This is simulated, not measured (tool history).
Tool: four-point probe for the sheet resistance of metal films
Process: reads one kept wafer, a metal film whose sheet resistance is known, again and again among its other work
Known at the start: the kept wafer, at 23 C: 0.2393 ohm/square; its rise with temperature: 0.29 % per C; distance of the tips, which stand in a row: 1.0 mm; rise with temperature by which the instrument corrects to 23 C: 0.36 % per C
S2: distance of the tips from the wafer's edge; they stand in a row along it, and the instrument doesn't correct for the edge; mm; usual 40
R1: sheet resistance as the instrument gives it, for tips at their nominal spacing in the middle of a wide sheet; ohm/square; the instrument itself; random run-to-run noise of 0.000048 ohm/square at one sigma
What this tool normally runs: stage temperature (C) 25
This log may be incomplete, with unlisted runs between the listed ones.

{"run": 1, "hour": 0.0, "stage temperature (C)": 25, "S2": 40, "R1": 0.239028}
{"run": 2, "hour": 12.8, "stage temperature (C)": 25, "S2": 40, "R1": 0.239001}
{"run": 3, "hour": 28.2, "stage temperature (C)": 25, "S2": 40, "R1": 0.23898}
{"run": 4, "hour": 40.4, "stage temperature (C)": 25, "S2": 40, "R1": 0.239032}
{"run": 5, "hour": 55.7, "stage temperature (C)": 25, "S2": 40, "R1": 0.239025}
{"run": 6, "hour": 72.3, "stage temperature (C)": 24, "S2": 40, "R1": 0.239106}
{"run": 7, "hour": 84.9, "stage temperature (C)": 25, "S2": 40, "R1": 0.238959}
{"run": 8, "hour": 100.3, "stage temperature (C)": 25, "S2": 40, "R1": 0.239001}
{"run": 9, "hour": 118.4, "stage temperature (C)": 30, "S2": 40, "R1": 0.238216}
{"run": 10, "hour": 142.0, "stage temperature (C)": 30, "S2": 40, "R1": 0.238225}
{"run": 11, "hour": 154.4, "stage temperature (C)": 25, "S2": 10, "R1": 0.240227}
{"run": 12, "hour": 165.0, "stage temperature (C)": 25, "S2": 10, "R1": 0.240344}
{"run": 13, "hour": 183.3, "stage temperature (C)": 25, "S2": 10, "R1": 0.240189}
{"run": 14, "hour": 201.1, "stage temperature (C)": 29, "S2": 40, "R1": 0.238398}
{"run": 15, "hour": 217.4, "stage temperature (C)": 31, "S2": 24, "R1": 0.238165}
{"run": 16, "hour": 236.7, "stage temperature (C)": 33, "S2": 40, "R1": 0.237769}
{"run": 17, "hour": 252.3, "stage temperature (C)": 31, "S2": 40, "R1": 0.238051}
{"run": 18, "hour": 262.7, "stage temperature (C)": 26, "S2": 40, "R1": 0.238829}
{"run": 19, "hour": 273.9, "stage temperature (C)": 26, "S2": 40, "R1": 0.238843}
{"run": 20, "hour": 287.3, "stage temperature (C)": 26, "S2": 40, "R1": 0.238885}
{"run": 21, "hour": 297.5, "stage temperature (C)": 19, "S2": 40, "R1": 0.240049}
{"run": 22, "hour": 313.0, "stage temperature (C)": 34, "S2": 49, "R1": 0.237507}
{"run": 23, "hour": 327.9, "stage temperature (C)": 21, "S2": 49, "R1": 0.239697}

Alternative continuations, all from the tool just after run 23; predict every row:
{"run": "A", "hour": 339.4, "stage temperature (C)": 33, "S2": 9, "R1": "?"}
{"run": "B", "hour": 339.4, "stage temperature (C)": 28, "S2": 61, "R1": "?"}
{"run": "C", "hour": 339.4, "stage temperature (C)": 34, "S2": 26, "R1": "?"}
{"run": "D", "hour": 339.4, "stage temperature (C)": 24, "S2": 6, "R1": "?"}
{"run": "E", "hour": 339.4, "stage temperature (C)": 19, "S2": 3, "R1": "?"}

run=A R1=0.239223
run=B R1=0.238459
run=C R1=0.237619
run=D R1=0.242642
run=E R1=0.253479
The same runs, with their run-to-run variation unchanged, on a tool lacking any hidden condition would have given:
run=A R1=0.239243
run=B R1=0.238479
run=C R1=0.237639
run=D R1=0.242662
run=E R1=0.253500
